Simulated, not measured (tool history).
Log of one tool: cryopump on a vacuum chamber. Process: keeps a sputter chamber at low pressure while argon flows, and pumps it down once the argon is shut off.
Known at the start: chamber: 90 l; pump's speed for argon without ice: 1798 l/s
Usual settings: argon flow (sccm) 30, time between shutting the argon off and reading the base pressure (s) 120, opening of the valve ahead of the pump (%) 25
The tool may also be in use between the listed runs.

run	day	argon flow (sccm)	time between shutting the argon off and reading the base pressure (s)	opening of the valve ahead of the pump (%)	pressure while argon flows (Pa)	pressure after the wait (uPa)
1	0.000	30	120	25	0.1140	1.64
2	2.642	30	120	47	0.0622	1.69
3	5.862	30	120	47	0.0636	1.82
4	10.338	30	120	47	0.0665	1.82
5	14.071	30	120	47	0.0692	2.03
6	19.300	30	120	29	0.1089	2.25
# day 20.108: pump warmed up, emptied and cooled again
7	23.983	30	120	29	0.0995	1.80
# day 24.992: leaking fittings of the chamber tightened, without venting
8	27.054	30	103	25	0.1156	0.97
9	31.546	30	103	25	0.1191	1.02
10	34.029	30	103	25	0.1201	1.07
11	38.117	34	111	39	0.0938	1.05
12	42.142	20	66	17	0.1183	1.59
# day 44.712: pump warmed up, emptied and cooled again
13	44.712	20	66	17	0.1111	1.56
14	49.067	17	120	28	0.0584	1.02
15	53.038	29	62	28	0.1006	1.67
16	55.567	29	233	28	0.1029	0.85
17	60.421	29	233	28	0.1050	0.97

Forecast each of these 5 alternatives for the next run:
A	65.221	30	31	25	?	?
B	65.221	15	251	25	?	?
C	65.221	15	233	17	?	?
D	65.221	23	21	36	?	?
E	65.221	17	201	17	?	?

run	pressure while argon flows (Pa)	pressure after the wait (uPa)
A	0.1222	3.19
B	0.0612	1.05
C	0.0869	1.14
D	0.0688	4.35
E	0.0994	1.12
Without the tool's hidden state the same runs would have given:
run	pressure while argon flows (Pa)	pressure after the wait (uPa)
A	0.1115	2.62
B	0.0558	0.48
C	0.0815	0.56
D	0.0605	3.79
E	0.0934	0.54
